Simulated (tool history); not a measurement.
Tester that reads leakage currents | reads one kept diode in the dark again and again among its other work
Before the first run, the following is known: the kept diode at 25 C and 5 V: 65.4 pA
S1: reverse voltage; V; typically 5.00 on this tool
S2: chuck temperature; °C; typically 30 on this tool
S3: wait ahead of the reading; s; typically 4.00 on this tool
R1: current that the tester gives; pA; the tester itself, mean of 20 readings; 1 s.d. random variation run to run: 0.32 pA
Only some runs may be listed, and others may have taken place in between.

run,day,S1,S2,S3,R1
1,0.000,5.00,30,4.00,107.07
2,8.704,5.00,30,4.00,107.46
3,17.062,5.00,30,4.00,106.02
4,21.638,5.00,30,4.00,106.63
5,26.825,5.00,30,9.16,106.33
6,34.325,5.00,30,9.16,106.24
7,41.654,5.00,30,9.16,105.94
8,46.104,5.00,30,9.16,106.07
9,50.696,5.00,46,4.00,389.99
10,59.538,1.05,30,4.00,42.59
# day 66.312: chuck's temperature calibrated
11,66.871,1.05,30,0.95,46.07
# day 73.554: probe card cleaned and baked
12,74.638,2.40,30,4.00,73.84
13,79.379,2.40,30,4.00,73.93
14,88.017,2.40,30,4.00,73.96
15,92.367,9.21,30,4.00,164.58
16,99.554,9.44,30,4.00,166.96
17,107.708,9.44,30,4.00,167.09
18,115.558,9.44,30,2.35,167.59
19,123.942,9.44,30,2.35,166.84
# day 126.825: probe card cleaned and baked, once more
20,128.771,9.44,30,2.35,140.14
21,133.004,9.44,30,2.35,140.97
22,138.446,9.44,30,2.35,140.13
# day 141.292: chuck's temperature calibrated
23,147.396,8.21,30,4.00,135.20
24,155.621,15.14,52,5.24,1165.45
25,164.133,1.89,55,6.85,456.43
26,168.729,19.00,57,4.00,1916.71
# day 171.425: tester calibrated
27,173.346,5.00,21,0.61,49.59
28,181.988,5.00,21,0.61,49.81
29,190.371,5.00,21,0.61,49.77
30,196.229,3.15,39,0.64,171.32

The next listed run, before its measurement:
31,200.375,3.15,39,0.64,?

Logged for run 31: R1 170.50 pA.
With the hidden condition absent and the run-to-run variation left alone, this run would have shown R1 176.38 pA.
